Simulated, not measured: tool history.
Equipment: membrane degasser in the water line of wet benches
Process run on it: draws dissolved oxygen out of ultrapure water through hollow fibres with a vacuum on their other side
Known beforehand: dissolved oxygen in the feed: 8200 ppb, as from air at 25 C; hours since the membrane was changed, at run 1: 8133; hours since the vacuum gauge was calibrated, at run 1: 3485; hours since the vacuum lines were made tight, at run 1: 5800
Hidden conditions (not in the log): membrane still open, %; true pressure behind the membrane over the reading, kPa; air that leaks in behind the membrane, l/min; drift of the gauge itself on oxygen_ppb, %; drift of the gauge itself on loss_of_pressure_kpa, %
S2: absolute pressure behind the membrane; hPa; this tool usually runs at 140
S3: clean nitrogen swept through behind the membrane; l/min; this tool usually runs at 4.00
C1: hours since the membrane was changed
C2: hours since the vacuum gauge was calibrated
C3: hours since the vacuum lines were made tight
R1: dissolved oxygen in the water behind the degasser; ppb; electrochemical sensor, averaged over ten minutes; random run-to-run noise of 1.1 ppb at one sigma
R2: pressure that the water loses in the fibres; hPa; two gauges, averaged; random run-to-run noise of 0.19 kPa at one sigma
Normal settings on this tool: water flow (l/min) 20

Run 1, hour 0.0: usual settings; C1 8133; C2 3485; C3 5800. Result: R1 142.1 ppb, R2 423.3 hPa.
Run 2, hour 193.7: usual settings; C1 8327; C2 3678; C3 5994. Result: R1 143.1 ppb, R2 419.0 hPa.
Run 3, hour 375.2: usual settings but S2 157 hPa; C1 8509; C2 3860; C3 6176. Result: R1 162.0 ppb, R2 422.5 hPa.
Run 4, hour 559.3: usual settings but S2 157 hPa; C1 8693; C2 4044; C3 6360. Result: R1 164.7 ppb, R2 423.1 hPa.
Run 5, hour 699.3: usual settings but S2 157 hPa; C1 8833; C2 4184; C3 6500. Result: R1 160.7 ppb, R2 422.7 hPa.
Run 6, hour 909.1: usual settings but water flow (l/min) 24; C1 9042; C2 4394; C3 6709. Result: R1 173.4 ppb, R2 506.4 hPa.
Run 7, hour 1098.8: usual settings but water flow (l/min) 22; C1 9232; C2 4583; C3 6899. Result: R1 158.6 ppb, R2 467.6 hPa.
Run 8, hour 1200.2: usual settings but water flow (l/min) 22; C1 9334; C2 4685; C3 7001. Result: R1 159.2 ppb, R2 470.5 hPa.
Run 9, hour 1316.3: usual settings but water flow (l/min) 22; C1 9450; C2 4801; C3 7117. Result: R1 160.8 ppb, R2 468.0 hPa.
At hour 1335.7: vacuum gauge calibrated.
Run 10, hour 1408.1: usual settings but water flow (l/min) 22; C1 9541; C2 72; C3 7208. Result: R1 160.5 ppb, R2 465.1 hPa.
Run 11, hour 1502.1: usual settings but water flow (l/min) 22; C1 9635; C2 166; C3 7302. Result: R1 161.9 ppb, R2 465.9 hPa.
Run 12, hour 1706.2: usual settings but S3 8.08 l/min; C1 9839; C2 370; C3 7506. Result: R1 79.8 ppb, R2 426.6 hPa.
Run 13, hour 1831.9: usual settings but water flow (l/min) 32, S2 243 hPa, S3 2.02 l/min; C1 9965; C2 496; C3 7632. Result: R1 747.3 ppb, R2 677.8 hPa.
Run 14, hour 1933.4: usual settings but water flow (l/min) 32, S2 243 hPa, S3 2.02 l/min; C1 10066; C2 598; C3 7733. Result: R1 749.3 ppb, R2 685.6 hPa.
Run 15, hour 2049.0: usual settings but water flow (l/min) 32, S2 243 hPa, S3 2.02 l/min; C1 10182; C2 713; C3 7849. Result: R1 755.5 ppb, R2 686.8 hPa.
Run 16, hour 2223.5: usual settings but water flow (l/min) 32, S2 243 hPa, S3 2.02 l/min; C1 10356; C2 888; C3 8023. Result: R1 741.3 ppb, R2 684.1 hPa.
Run 17, hour 2327.2: usual settings but water flow (l/min) 32, S2 217 hPa, S3 2.02 l/min; C1 10460; C2 991; C3 8127. Result: R1 671.5 ppb, R2 683.1 hPa.
Run 18, hour 2437.4: usual settings but water flow (l/min) 32, S2 217 hPa, S3 2.02 l/min; C1 10570; C2 1102; C3 8237. Result: R1 670.4 ppb, R2 685.7 hPa.
At hour 2567.6: vacuum gauge calibrated, once more.
Run 19, hour 2574.2: usual settings but water flow (l/min) 32, S2 217 hPa, S3 2.02 l/min; C1 10706; C2 7; C3 8373. Result: R1 665.3 ppb, R2 685.4 hPa.
Run 20, hour 2722.6: usual settings but water flow (l/min) 29, S2 88 hPa, S3 2.02 l/min; C1 10855; C2 155; C3 8522. Result: R1 213.6 ppb, R2 622.7 hPa.
Run 21, hour 2930.9: usual settings but water flow (l/min) 29, S2 88 hPa, S3 2.02 l/min; C1 11063; C2 363; C3 8730. Result: R1 212.6 ppb, R2 622.2 hPa.
Run 22, hour 3036.8: usual settings but water flow (l/min) 29, S2 275 hPa, S3 7.47 l/min; C1 11169; C2 469; C3 8836. Result: R1 257.7 ppb, R2 627.3 hPa.
Run 23, hour 3241.7: usual settings but S3 4.64 l/min; C1 11374; C2 674; C3 9041. Result: R1 128.9 ppb, R2 432.0 hPa.
Run 24, hour 3431.2: usual settings but water flow (l/min) 22, S2 90 hPa, S3 3.30 l/min; C1 11564; C2 864; C3 9230. Result: R1 110.6 ppb, R2 476.4 hPa.

Each row is a separate what-if for the run after 24, all from the same tool condition, not one after another. Results?
Run A, hour 3578.1: usual settings but water flow (l/min) 22, S2 177 hPa, S3 1.60 l/min; C1 11710; C2 1011; C3 9377. Result: R1 ?, R2 ?.
Run B, hour 3578.1: usual settings but water flow (l/min) 22, S2 90 hPa, S3 8.35 l/min; C1 11710; C2 1011; C3 9377. Result: R1 ?, R2 ?.
Run C, hour 3578.1: usual settings but water flow (l/min) 14, S2 166 hPa, S3 11.33 l/min; C1 11710; C2 1011; C3 9377. Result: R1 ?, R2 ?.
Run D, hour 3578.1: usual settings but S2 236 hPa; C1 11710; C2 1011; C3 9377. Result: R1 ?, R2 ?.

run     R1     R2
  A  468.3  473.8
  B   53.0  475.3
  C   48.2  304.1
  D  265.5  433.8
With the hidden condition removed and each run's random variation left untouched, the same runs would have given:
run     R1     R2
  A  448.4  428.0
  B   44.4  429.3
  C   43.1  274.7
  D  249.2  392.0

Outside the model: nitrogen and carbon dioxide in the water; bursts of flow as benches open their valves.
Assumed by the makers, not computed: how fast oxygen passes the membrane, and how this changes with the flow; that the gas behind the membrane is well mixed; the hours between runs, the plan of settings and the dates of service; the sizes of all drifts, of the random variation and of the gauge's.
